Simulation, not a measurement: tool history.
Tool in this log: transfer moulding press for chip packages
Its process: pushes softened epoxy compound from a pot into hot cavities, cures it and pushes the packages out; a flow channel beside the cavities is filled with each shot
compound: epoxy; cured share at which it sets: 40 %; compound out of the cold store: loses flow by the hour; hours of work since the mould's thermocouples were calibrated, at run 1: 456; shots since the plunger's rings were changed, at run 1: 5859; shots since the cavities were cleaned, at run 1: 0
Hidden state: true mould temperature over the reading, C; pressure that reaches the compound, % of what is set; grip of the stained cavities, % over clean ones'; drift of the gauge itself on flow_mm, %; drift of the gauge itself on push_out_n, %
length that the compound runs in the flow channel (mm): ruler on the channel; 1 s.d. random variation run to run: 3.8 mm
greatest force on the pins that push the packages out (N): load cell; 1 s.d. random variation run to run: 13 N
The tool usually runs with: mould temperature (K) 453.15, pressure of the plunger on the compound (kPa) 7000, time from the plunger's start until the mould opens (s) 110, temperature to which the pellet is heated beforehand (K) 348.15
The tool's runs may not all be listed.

| run | hour | mould temperature (K) | pressure of the plunger on the compound (kPa) | time from the plunger's start until the mould opens (s) | temperature to which the pellet is heated beforehand (K) | hours of work since the mould's thermocouples were calibrated | shots since the plunger's rings were changed | shots since the cavities were cleaned | incoming compound's hours out of the cold store | length that the compound runs in the flow channel (mm) | greatest force on the pins that push the packages out (N) |
|---|---|---|---|---|---|---|---|---|---|---|---|
| 1 | 0 | 453.15 | 7000 | 110 | 348.15 | 456 | 5859 | 0 | 25.9 | 538 | 674 |
| 2 | 10 | 453.15 | 7000 | 110 | 348.15 | 462 | 5949 | 90 | 27.6 | 533 | 722 |
| 3 | 19.4 | 453.15 | 5790 | 110 | 348.15 | 467 | 6033 | 174 | 24.9 | 494 | 770 |
| 4 | 36.7 | 453.15 | 5790 | 110 | 348.15 | 476 | 6189 | 330 | 31.6 | 484 | 819 |
| 5 | 49.6 | 453.15 | 7000 | 110 | 338.15 | 484 | 6305 | 446 | 11 | 557 | 908 |
|  | 61.6 | plunger's sealing rings changed |
| 6 | 72.2 | 453.15 | 7000 | 110 | 338.15 | 495 | 96 | 628 | 24.1 | 607 | 982 |
| 7 | 87.2 | 449.15 | 7000 | 110 | 348.15 | 503 | 231 | 763 | 15.1 | 630 | 1365 |
|  | 90.5 | mould's thermocouples calibrated |
|  | 94.7 | cavities cleaned with cleaning compound and waxed |
| 8 | 111 | 453.15 | 7000 | 110 | 341.15 | 10 | 414 | 147 | 33.4 | 587 | 723 |
|  | 126 | mould's thermocouples calibrated, once more |
| 9 | 128.1 | 453.15 | 7000 | 110 | 348.15 | 1 | 550 | 283 | 18.8 | 608 | 795 |
| 10 | 141.6 | 453.15 | 6120 | 97 | 350.15 | 9 | 673 | 406 | 17.2 | 568 | 1220 |
| 11 | 154.9 | 453.15 | 7100 | 110 | 348.15 | 16 | 792 | 525 | 27.5 | 595 | 880 |
| 12 | 165.4 | 459.15 | 7000 | 149 | 348.15 | 22 | 887 | 620 | 19.3 | 587 | 552 |
| 13 | 177.1 | 459.15 | 7000 | 149 | 348.15 | 28 | 992 | 725 | 24.3 | 572 | 579 |
|  | 187.3 | cavities cleaned with cleaning compound and waxed |
| 14 | 194.2 | 459.15 | 7000 | 149 | 348.15 | 37 | 1133 | 62 | 42.5 | 556 | 431 |
| 15 | 207.9 | 460.15 | 7000 | 121 | 346.15 | 45 | 1257 | 186 | 28 | 567 | 487 |
| 16 | 224.8 | 447.15 | 7000 | 110 | 345.15 | 54 | 1409 | 338 | 22.6 | 612 | 1358 |
| 17 | 238 | 457.15 | 8720 | 104 | 341.15 | 61 | 1528 | 457 | 30.1 | 628 | 756 |

Each row is a separate what-if for the run after 17, all from the same tool condition, not one after another. Results?
| A | 255.1 | 453.15 | 7310 | 110 | 348.15 | 71 | 1682 | 611 | 18 | ? | ? |
| B | 255.1 | 447.15 | 5430 | 110 | 338.15 | 71 | 1682 | 611 | 43.8 | ? | ? |
| C | 255.1 | 451.15 | 8720 | 104 | 352.15 | 71 | 1682 | 611 | 37.2 | ? | ? |
| D | 255.1 | 449.15 | 5570 | 119 | 348.15 | 71 | 1682 | 611 | 18.2 | ? | ? |

| run | length that the compound runs in the flow channel (mm) | greatest force on the pins that push the packages out (N) |
|---|---|---|
| A | 602 | 903 |
| B | 511 | 1475 |
| C | 646 | 1210 |
| D | 544 | 1048 |
Without the tool's hidden state the same runs would have given:
| run | length that the compound runs in the flow channel (mm) | greatest force on the pins that push the packages out (N) |
|---|---|---|
| A | 622 | 650 |
| B | 527 | 1061 |
| C | 667 | 868 |
| D | 561 | 755 |
